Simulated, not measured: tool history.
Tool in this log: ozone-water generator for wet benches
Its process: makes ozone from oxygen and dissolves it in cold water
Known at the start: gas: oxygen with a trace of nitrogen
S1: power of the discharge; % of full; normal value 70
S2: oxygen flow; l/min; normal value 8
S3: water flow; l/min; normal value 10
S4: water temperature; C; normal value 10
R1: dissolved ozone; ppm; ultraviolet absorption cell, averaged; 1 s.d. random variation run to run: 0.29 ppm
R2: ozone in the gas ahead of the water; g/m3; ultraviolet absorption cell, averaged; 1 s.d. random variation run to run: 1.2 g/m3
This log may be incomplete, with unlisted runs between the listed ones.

run	hour	S1	S2	S3	S4	R1	R2
1	0	70	8	10	10	44	206.7
2	94.8	70	8	10	10	44.1	205.8
3	163.5	70	8	10	10	43.6	204.6
4	233.9	70	8	10	10	44.3	206.4
5	322.1	70	8	6	10	56.4	205.8
6	383.1	70	8	6	10	56.9	201.9
7	485.8	70	8	6	10	56	203.9
8	598.3	70	8	6	10	57	205.9
9	657.3	70	8	6	10	55.5	204.1
10	783.7	70	8	6	10	55.7	205.9
11	871.8	40	8	10	10	31	145.5
12	975.5	40	8	10	10	31	147
13	1089.8	40	8	10	10	30.9	145.9
14	1194.6	70	8	10	10	43.2	204.6
15	1297.5	70	8	10	10	43.1	204.2
16	1429.1	66	6.49	7	10	53	219.5
17	1511.6	77	5.59	11	10	44.9	259.6
# hour 1524.2: contactor cleaned
18	1572.6	70	8	14	14	32.1	203.2
19	1628.2	70	8	6	14	49.9	204

Run 20 comes next. What will it give?
20	1682.6	70	5.38	6	8	?	?

Run 20 produced R1 63.5 ppm, R2 247.2 g/m3.
Minus the tool's unlogged condition, the same run would have read R1 66.9 ppm, R2 257.7 g/m3.
